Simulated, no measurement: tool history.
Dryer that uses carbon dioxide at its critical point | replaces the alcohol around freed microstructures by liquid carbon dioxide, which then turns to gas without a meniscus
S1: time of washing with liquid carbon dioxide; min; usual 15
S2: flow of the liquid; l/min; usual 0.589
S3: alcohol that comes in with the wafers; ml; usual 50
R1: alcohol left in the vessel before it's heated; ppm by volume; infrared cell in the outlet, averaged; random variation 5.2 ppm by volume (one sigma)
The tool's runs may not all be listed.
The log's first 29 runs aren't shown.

run	hour	S1	S2	S3	R1
# hour 799.4: inlet filter changed
30	799.9	23	0.626	85	212
31	822.7	16	0.63	36	238
32	859.9	16	0.63	36	252
33	898.8	16	0.63	36	255
34	924.6	20	0.665	36	220
35	944.8	20	0.665	36	235
36	963.6	14	0.818	28	249
37	988.8	14	0.589	30	337
38	1020.2	10	0.827	30	339

Forecast run 39:
39	1040.7	24	0.358	50	?

Run 39 gave R1 408 ppm by volume.
Without the tool's hidden state the same run would have given R1 123 ppm by volume.
